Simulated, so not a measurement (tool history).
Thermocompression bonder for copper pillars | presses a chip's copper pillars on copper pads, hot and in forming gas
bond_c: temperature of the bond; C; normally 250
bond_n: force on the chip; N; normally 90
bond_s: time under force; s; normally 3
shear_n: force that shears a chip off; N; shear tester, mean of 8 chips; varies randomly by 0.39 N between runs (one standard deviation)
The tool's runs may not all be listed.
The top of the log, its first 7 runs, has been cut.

run,day,bond_c,bond_n,bond_s,shear_n
8,8.438,250,90,3,44.1
9,9.292,250,90,3,43.8
10,10.146,250,90,3,44.1
11,11.533,250,90,3,44.5
12,12.767,250,90,3,43.5
13,14.133,224,90,3,33.1
14,15.688,250,90,3,44.0
15,16.588,250,90,3,44.4
16,18.058,250,90,3,43.6

What will run 17 give?
# day 18.450: forming gas filter changed
17,18.933,250,90,3,?

{"run 17": {"shear_n": 46.6}}
Without the tool's hidden state the same run would have given shear_n 41.2 N.
